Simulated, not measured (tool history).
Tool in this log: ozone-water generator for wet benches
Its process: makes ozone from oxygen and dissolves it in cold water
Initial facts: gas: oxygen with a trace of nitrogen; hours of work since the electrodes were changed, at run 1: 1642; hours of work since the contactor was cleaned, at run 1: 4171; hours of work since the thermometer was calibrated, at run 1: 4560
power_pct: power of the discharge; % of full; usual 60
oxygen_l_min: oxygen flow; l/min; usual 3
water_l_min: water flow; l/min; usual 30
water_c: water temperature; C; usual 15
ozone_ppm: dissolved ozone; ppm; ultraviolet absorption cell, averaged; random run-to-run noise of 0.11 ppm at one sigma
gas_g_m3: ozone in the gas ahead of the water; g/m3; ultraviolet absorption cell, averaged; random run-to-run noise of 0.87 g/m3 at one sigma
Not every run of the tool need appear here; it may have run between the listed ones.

run	hour	power_pct	oxygen_l_min	water_l_min	water_c	hours of work since the electrodes were changed	hours of work since the contactor was cleaned	hours of work since the thermometer was calibrated	ozone_ppm	gas_g_m3
1	0.0	60	3	30	15	1642	4171	4560	6.7	139.5
2	33.5	60	3	30	15	1672	4201	4590	6.9	138.5
3	106.7	60	3	30	20	1737	4266	4656	6.4	137.0
4	170.6	60	3	30	20	1794	4323	4712	6.8	137.9
5	249.0	60	3	30	20	1864	4393	4782	6.7	137.7
6	312.3	60	3	30	15	1920	4450	4839	6.8	137.0

What does the tool deliver on the next run?
7	346.8	60	3	39	15	1951	4480	4869	?	?

Run 7 measured ozone_ppm 5.3 ppm, gas_g_m3 137.0 g/m3.
On a tool with no hidden condition, and with the same random variation, this run would have come out at ozone_ppm 5.6 ppm, gas_g_m3 141.5 g/m3.
